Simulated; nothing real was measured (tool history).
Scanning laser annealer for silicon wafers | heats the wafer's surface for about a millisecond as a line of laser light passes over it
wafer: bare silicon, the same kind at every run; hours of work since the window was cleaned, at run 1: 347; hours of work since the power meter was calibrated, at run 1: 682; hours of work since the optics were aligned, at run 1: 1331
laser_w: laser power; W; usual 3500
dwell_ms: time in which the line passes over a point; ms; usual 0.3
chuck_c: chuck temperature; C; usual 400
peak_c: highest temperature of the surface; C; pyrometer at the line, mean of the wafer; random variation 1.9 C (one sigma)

| run | hour | laser_w | dwell_ms | chuck_c | hours of work since the window was cleaned | hours of work since the power meter was calibrated | hours of work since the optics were aligned | peak_c |
|---|---|---|---|---|---|---|---|---|
| 1 | 0 | 3500 | 0.3 | 400 | 347 | 682 | 1331 | 1129 |
| 2 | 22.8 | 3500 | 0.3 | 400 | 361 | 697 | 1345 | 1128 |
| 3 | 58.2 | 3500 | 0.3 | 395 | 383 | 718 | 1367 | 1120 |
| 4 | 93 | 3500 | 0.3 | 395 | 404 | 740 | 1388 | 1117 |
| 5 | 120.6 | 3500 | 0.3 | 395 | 421 | 757 | 1405 | 1122 |
| 6 | 144.4 | 3500 | 0.3 | 395 | 436 | 772 | 1420 | 1121 |
| 7 | 161.5 | 3500 | 0.3 | 400 | 447 | 782 | 1431 | 1123 |
| 8 | 179 | 3500 | 0.3 | 400 | 457 | 793 | 1441 | 1124 |
| 9 | 217 | 3439 | 0.3 | 400 | 481 | 817 | 1465 | 1111 |
| 10 | 247.5 | 3439 | 0.3 | 400 | 500 | 836 | 1484 | 1110 |
| 11 | 273.4 | 3500 | 0.3 | 400 | 516 | 852 | 1500 | 1120 |
| 12 | 303.8 | 3500 | 0.3 | 400 | 535 | 870 | 1519 | 1121 |
| 13 | 321.7 | 3500 | 0.3 | 400 | 546 | 881 | 1530 | 1117 |
|  | 340 | window over the wafer cleaned |
| 14 | 341.5 | 3500 | 0.3 | 421 | 1 | 892 | 1541 | 1166 |
| 15 | 359 | 3500 | 0.3 | 421 | 12 | 903 | 1551 | 1167 |
|  | 382.8 | optics aligned, line set to its width |
| 16 | 384.5 | 3500 | 0.3 | 421 | 24 | 916 | 1 | 1166 |
| 17 | 410.6 | 3500 | 0.3 | 421 | 41 | 932 | 17 | 1169 |
| 18 | 445 | 3500 | 0.3 | 394 | 62 | 953 | 39 | 1141 |
| 19 | 475.4 | 3500 | 0.299 | 431 | 81 | 972 | 57 | 1174 |
| 20 | 505.9 | 3757 | 0.304 | 369 | 100 | 991 | 76 | 1171 |
| 21 | 544.3 | 3757 | 0.304 | 369 | 123 | 1015 | 100 | 1169 |
| 22 | 573.3 | 3757 | 0.304 | 369 | 141 | 1033 | 118 | 1165 |
| 23 | 610.7 | 3500 | 0.3 | 422 | 164 | 1056 | 141 | 1165 |
| 24 | 636.8 | 3500 | 0.3 | 422 | 180 | 1072 | 157 | 1161 |
| 25 | 658.2 | 3532 | 0.355 | 365 | 194 | 1085 | 170 | 1187 |
| 26 | 683.2 | 3532 | 0.355 | 365 | 209 | 1101 | 186 | 1187 |
| 27 | 722.2 | 3532 | 0.355 | 365 | 233 | 1125 | 210 | 1180 |

The next listed run, before its measurement:
| 28 | 752.5 | 3311 | 0.366 | 408 | 252 | 1144 | 229 | ? |

{"run 28": {"peak_c": 1188}}
Without the tool's hidden state the same run would have given peak_c 1204 C.
